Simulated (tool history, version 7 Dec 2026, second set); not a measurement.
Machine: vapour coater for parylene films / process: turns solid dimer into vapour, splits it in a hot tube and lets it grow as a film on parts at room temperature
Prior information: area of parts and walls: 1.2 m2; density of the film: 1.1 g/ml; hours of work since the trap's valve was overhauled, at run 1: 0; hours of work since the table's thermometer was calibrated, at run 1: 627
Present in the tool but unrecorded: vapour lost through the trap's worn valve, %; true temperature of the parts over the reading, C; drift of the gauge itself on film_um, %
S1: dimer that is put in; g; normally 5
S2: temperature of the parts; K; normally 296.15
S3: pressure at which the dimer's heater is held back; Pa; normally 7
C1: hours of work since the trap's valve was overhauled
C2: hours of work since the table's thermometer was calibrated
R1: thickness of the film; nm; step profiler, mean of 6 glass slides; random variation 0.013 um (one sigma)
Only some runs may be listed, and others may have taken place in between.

run 1 day=0 | S1=5 S2=296.15 S3=7 | C1=0 C2=627 | R1=2020
run 2 day=2.592 | S1=5 S2=296.15 S3=7 | C1=47 C2=674 | R1=2000
run 3 day=5.225 | S1=3 S2=296.15 S3=7 | C1=95 C2=722 | R1=1160
run 4 day=6.712 | S1=5 S2=296.15 S3=7 | C1=122 C2=749 | R1=1960
run 5 day=8.371 | S1=5 S2=296.15 S3=7 | C1=152 C2=779 | R1=1950
run 6 day=10.3 | S1=5 S2=296.15 S3=7 | C1=187 C2=814 | R1=1910
run 7 day=13.179 | S1=5 S2=296.15 S3=7 | C1=239 C2=866 | R1=1880
run 8 day=16.45 | S1=5 S2=296.15 S3=7 | C1=299 C2=926 | R1=1860
run 9 day=19.483 | S1=4 S2=296.15 S3=7 | C1=354 C2=981 | R1=1470
run 10 day=21.171 | S1=4 S2=296.15 S3=7 | C1=385 C2=1012 | R1=1470
run 11 day=24.808 | S1=4 S2=296.15 S3=7 | C1=451 C2=1078 | R1=1430
run 12 day=27.133 | S1=3 S2=299.15 S3=3.17 | C1=493 C2=1120 | R1=1090
-- day=29.138 trap's valve overhauled
run 13 day=29.588 | S1=4 S2=299.15 S3=9.24 | C1=8 C2=1161 | R1=1380
run 14 day=32.067 | S1=2 S2=299.15 S3=9.24 | C1=53 C2=1206 | R1=680
run 15 day=34.792 | S1=4 S2=298.15 S3=2.01 | C1=103 C2=1256 | R1=1820
run 16 day=37.204 | S1=5 S2=302.15 S3=3.56 | C1=147 C2=1300 | R1=1780
run 17 day=39.729 | S1=4 S2=296.15 S3=2.34 | C1=192 C2=1346 | R1=1870
run 18 day=42.175 | S1=4 S2=296.15 S3=2.34 | C1=237 C2=1390 | R1=1830
run 19 day=43.721 | S1=4 S2=296.15 S3=2.34 | C1=265 C2=1418 | R1=1810
run 20 day=47.367 | S1=5 S2=299.15 S3=2.52 | C1=331 C2=1484 | R1=2000
run 21 day=49.367 | S1=7 S2=289.15 S3=7.42 | C1=367 C2=1521 | R1=3210
run 22 day=52.571 | S1=7 S2=289.15 S3=7.42 | C1=426 C2=1579 | R1=3160

Predict each of these 5 candidate next runs independently; none follows another, all start after run 22:
run A day=54.979 | S1=3 S2=302.15 S3=11.16 | C1=469 C2=1623 | R1=?
run B day=54.979 | S1=4 S2=297.15 S3=7.11 | C1=469 C2=1623 | R1=?
run C day=54.979 | S1=8 S2=298.15 S3=7.26 | C1=469 C2=1623 | R1=?
run D day=54.979 | S1=8 S2=293.15 S3=7.42 | C1=469 C2=1623 | R1=?
run E day=54.979 | S1=5 S2=300.15 S3=7 | C1=469 C2=1623 | R1=?

run=A R1=830
run=B R1=1390
run=C R1=2660
run=D R1=3160
run=E R1=1580
Had the tool no hidden state, the same runs would have come out as:
run=A R1=930
run=B R1=1560
run=C R1=2990
run=D R1=3540
run=E R1=1770

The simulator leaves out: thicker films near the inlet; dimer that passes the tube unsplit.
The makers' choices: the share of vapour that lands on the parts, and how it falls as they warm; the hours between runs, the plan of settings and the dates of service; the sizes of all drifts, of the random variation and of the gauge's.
